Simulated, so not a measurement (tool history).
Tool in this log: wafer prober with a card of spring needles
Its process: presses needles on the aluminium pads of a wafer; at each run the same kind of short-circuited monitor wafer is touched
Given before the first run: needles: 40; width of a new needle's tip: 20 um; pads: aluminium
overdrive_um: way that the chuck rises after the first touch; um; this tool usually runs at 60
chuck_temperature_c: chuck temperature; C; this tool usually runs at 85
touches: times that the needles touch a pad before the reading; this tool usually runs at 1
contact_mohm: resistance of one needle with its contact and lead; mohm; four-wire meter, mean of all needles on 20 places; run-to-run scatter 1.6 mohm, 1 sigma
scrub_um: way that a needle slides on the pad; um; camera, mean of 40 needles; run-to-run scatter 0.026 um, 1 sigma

{"run": 1, "hour": 0.0, "overdrive_um": 60, "chuck_temperature_c": 85, "touches": 1, "contact_mohm": 152, "scrub_um": 12.24}
{"hour": 22.8, "done": "tips cleaned on abrasive film"}
{"run": 2, "hour": 49.8, "overdrive_um": 60, "chuck_temperature_c": 85, "touches": 1, "contact_mohm": 151, "scrub_um": 12.31}
{"hour": 54.7, "done": "tips cleaned on abrasive film"}
{"hour": 87.3, "done": "tips cleaned on abrasive film"}
{"run": 3, "hour": 94.0, "overdrive_um": 60, "chuck_temperature_c": 85, "touches": 3, "contact_mohm": 150, "scrub_um": 12.31}
{"hour": 121.4, "done": "tips cleaned on abrasive film"}
{"run": 4, "hour": 141.7, "overdrive_um": 60, "chuck_temperature_c": 85, "touches": 3, "contact_mohm": 148, "scrub_um": 12.34}
{"hour": 155.3, "done": "tips cleaned on abrasive film"}
{"run": 5, "hour": 173.3, "overdrive_um": 60, "chuck_temperature_c": 85, "touches": 1, "contact_mohm": 151, "scrub_um": 12.3}
{"hour": 187.1, "done": "tips cleaned on abrasive film"}
{"hour": 221.2, "done": "tips cleaned on abrasive film"}
{"run": 6, "hour": 224.0, "overdrive_um": 60, "chuck_temperature_c": 85, "touches": 1, "contact_mohm": 151, "scrub_um": 12.36}
{"hour": 252.9, "done": "height of the first contact set anew"}
{"hour": 257.9, "done": "tips cleaned on abrasive film"}
{"run": 7, "hour": 278.9, "overdrive_um": 60, "chuck_temperature_c": 85, "touches": 1, "contact_mohm": 151, "scrub_um": 12.34}
{"hour": 290.0, "done": "tips cleaned on abrasive film"}
{"run": 8, "hour": 321.0, "overdrive_um": 60, "chuck_temperature_c": 85, "touches": 1, "contact_mohm": 148, "scrub_um": 12.33}
{"hour": 324.9, "done": "tips cleaned on abrasive film"}
{"hour": 357.2, "done": "tips cleaned on abrasive film"}
{"run": 9, "hour": 357.7, "overdrive_um": 60, "chuck_temperature_c": 85, "touches": 1, "contact_mohm": 148, "scrub_um": 12.36}
{"run": 10, "hour": 385.5, "overdrive_um": 60, "chuck_temperature_c": 57, "touches": 1, "contact_mohm": 144, "scrub_um": 12.38}
{"hour": 392.2, "done": "tips cleaned on abrasive film"}
{"run": 11, "hour": 411.1, "overdrive_um": 60, "chuck_temperature_c": 85, "touches": 2, "contact_mohm": 151, "scrub_um": 12.37}
{"hour": 425.3, "done": "tips cleaned on abrasive film"}
{"run": 12, "hour": 436.9, "overdrive_um": 60, "chuck_temperature_c": 85, "touches": 1, "contact_mohm": 151, "scrub_um": 12.33}
{"hour": 458.2, "done": "tips cleaned on abrasive film"}
{"hour": 491.0, "done": "tips cleaned on abrasive film"}
{"run": 13, "hour": 492.2, "overdrive_um": 60, "chuck_temperature_c": 31, "touches": 1, "contact_mohm": 142, "scrub_um": 12.43}
{"hour": 522.8, "done": "tips cleaned on abrasive film"}
{"run": 14, "hour": 553.1, "overdrive_um": 60, "chuck_temperature_c": 31, "touches": 3, "contact_mohm": 143, "scrub_um": 12.4}
{"hour": 557.8, "done": "tips cleaned on abrasive film"}
{"hour": 590.7, "done": "tips cleaned on abrasive film"}
{"run": 15, "hour": 600.9, "overdrive_um": 54, "chuck_temperature_c": 85, "touches": 1, "contact_mohm": 154, "scrub_um": 11.1}
{"hour": 622.7, "done": "tips cleaned on abrasive film"}
{"hour": 657.1, "done": "tips cleaned on abrasive film"}
{"run": 16, "hour": 657.1, "overdrive_um": 54, "chuck_temperature_c": 85, "touches": 1, "contact_mohm": 155, "scrub_um": 11.14}
{"hour": 689.2, "done": "tips cleaned on abrasive film"}
{"run": 17, "hour": 689.2, "overdrive_um": 55, "chuck_temperature_c": 38, "touches": 1, "contact_mohm": 143, "scrub_um": 11.37}
{"hour": 721.5, "done": "tips cleaned on abrasive film"}
{"run": 18, "hour": 721.5, "overdrive_um": 40, "chuck_temperature_c": 38, "touches": 3, "contact_mohm": 152, "scrub_um": 8.29}
{"hour": 754.2, "done": "tips cleaned on abrasive film"}
{"run": 19, "hour": 774.1, "overdrive_um": 50, "chuck_temperature_c": 120, "touches": 2, "contact_mohm": 160, "scrub_um": 10.35}
{"hour": 789.6, "done": "tips cleaned on abrasive film"}
{"run": 20, "hour": 812.8, "overdrive_um": 50, "chuck_temperature_c": 120, "touches": 2, "contact_mohm": 164, "scrub_um": 10.35}
{"hour": 826.6, "done": "tips cleaned on abrasive film"}
{"hour": 861.8, "done": "tips cleaned on abrasive film"}
{"run": 21, "hour": 869.5, "overdrive_um": 60, "chuck_temperature_c": 71, "touches": 1, "contact_mohm": 151, "scrub_um": 12.42}
{"hour": 895.4, "done": "tips cleaned on abrasive film"}
{"hour": 927.7, "done": "tips cleaned on abrasive film"}
{"run": 22, "hour": 929.3, "overdrive_um": 60, "chuck_temperature_c": 61, "touches": 1, "contact_mohm": 147, "scrub_um": 12.46}
{"hour": 960.0, "done": "tips cleaned on abrasive film"}
{"run": 23, "hour": 985.5, "overdrive_um": 60, "chuck_temperature_c": 61, "touches": 1, "contact_mohm": 145, "scrub_um": 12.42}
{"hour": 993.2, "done": "tips cleaned on abrasive film"}
{"hour": 1025.1, "done": "tips cleaned on abrasive film"}
{"run": 24, "hour": 1035.8, "overdrive_um": 56, "chuck_temperature_c": 52, "touches": 3, "contact_mohm": 145, "scrub_um": 11.55}
{"hour": 1057.2, "done": "tips cleaned on abrasive film"}
{"run": 25, "hour": 1067.2, "overdrive_um": 42, "chuck_temperature_c": 37, "touches": 3, "contact_mohm": 152, "scrub_um": 8.7}
{"hour": 1089.4, "done": "tips cleaned on abrasive film"}
{"run": 26, "hour": 1109.6, "overdrive_um": 68, "chuck_temperature_c": 37, "touches": 3, "contact_mohm": 142, "scrub_um": 14.1}
{"hour": 1123.3, "done": "tips cleaned on abrasive film"}
{"hour": 1158.2, "done": "tips cleaned on abrasive film"}
{"run": 27, "hour": 1164.9, "overdrive_um": 68, "chuck_temperature_c": 37, "touches": 3, "contact_mohm": 141, "scrub_um": 14.12}
{"hour": 1191.7, "done": "tips cleaned on abrasive film"}
{"run": 28, "hour": 1191.7, "overdrive_um": 68, "chuck_temperature_c": 37, "touches": 3, "contact_mohm": 141, "scrub_um": 14.11}
{"run": 29, "hour": 1218.5, "overdrive_um": 73, "chuck_temperature_c": 85, "touches": 2, "contact_mohm": 147, "scrub_um": 15.11}
{"hour": 1224.3, "done": "tips cleaned on abrasive film"}
{"run": 30, "hour": 1252.1, "overdrive_um": 73, "chuck_temperature_c": 85, "touches": 2, "contact_mohm": 150, "scrub_um": 15.14}
{"hour": 1259.9, "done": "tips cleaned on abrasive film"}
{"run": 31, "hour": 1288.7, "overdrive_um": 72, "chuck_temperature_c": 45, "touches": 1, "contact_mohm": 139, "scrub_um": 14.96}

Consider 3 possible next runs. They are alternatives, not a sequence: every one starts from the tool as it was left by run 31. What does each give?
{"hour": 1293.0, "done": "tips cleaned on abrasive film"}
{"run": "A", "hour": 1316.0, "overdrive_um": 72, "chuck_temperature_c": 36, "touches": 2, "contact_mohm": "?", "scrub_um": "?"}
{"hour": 1293.0, "done": "tips cleaned on abrasive film"}
{"run": "B", "hour": 1316.0, "overdrive_um": 55, "chuck_temperature_c": 52, "touches": 3, "contact_mohm": "?", "scrub_um": "?"}
{"hour": 1293.0, "done": "tips cleaned on abrasive film"}
{"run": "C", "hour": 1316.0, "overdrive_um": 55, "chuck_temperature_c": 38, "touches": 2, "contact_mohm": "?", "scrub_um": "?"}

run=A contact_mohm=141 scrub_um=14.91
run=B contact_mohm=145 scrub_um=11.42
run=C contact_mohm=149 scrub_um=11.44
Without the tool's hidden state the same runs would have given:
run=A contact_mohm=140 scrub_um=14.72
run=B contact_mohm=145 scrub_um=11.28
run=C contact_mohm=149 scrub_um=11.3
